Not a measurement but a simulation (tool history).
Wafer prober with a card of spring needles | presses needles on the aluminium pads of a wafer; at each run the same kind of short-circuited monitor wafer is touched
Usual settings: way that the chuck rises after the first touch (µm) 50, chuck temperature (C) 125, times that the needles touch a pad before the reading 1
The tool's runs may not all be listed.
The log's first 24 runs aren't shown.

run,hour,way that the chuck rises after the first touch (µm),chuck temperature (C),times that the needles touch a pad before the reading,resistance of one needle with its contact and lead (mohm),way that a needle slides on the pad (µm)
# hour 402.5: tips cleaned on abrasive film
# hour 418.3: tips cleaned on abrasive film
25,418.3,46,60,1,191,10.66
# hour 434.0: tips cleaned on abrasive film
26,435.5,39,60,1,258,9.00
# hour 450.0: tips cleaned on abrasive film
27,457.8,56,87,1,288,12.91
# hour 465.6: tips cleaned on abrasive film
28,469.9,39,52,1,338,8.98
# hour 481.9: tips cleaned on abrasive film
29,485.2,39,52,1,297,8.93
30,496.0,32,89,1,608,7.30
# hour 498.3: tips cleaned on abrasive film
# hour 513.8: tips cleaned on abrasive film
31,518.8,33,71,2,320,7.52
# hour 528.9: tips cleaned on abrasive film
32,540.5,33,71,2,411,7.48

3 ways to go on from here, each from the tool as it stands after run 32. What would each give?
# hour 544.1: tips cleaned on abrasive film
A,556.2,46,71,2,?,?
# hour 544.1: tips cleaned on abrasive film
B,556.2,61,47,3,?,?
# hour 544.1: tips cleaned on abrasive film
C,556.2,39,71,1,?,?

run,resistance of one needle with its contact and lead (mohm),way that a needle slides on the pad (µm)
A,294,10.51
B,210,13.99
C,448,8.91
Without the tool's hidden state the same runs would have given:
run,resistance of one needle with its contact and lead (mohm),way that a needle slides on the pad (µm)
A,174,10.69
B,165,14.17
C,177,9.09
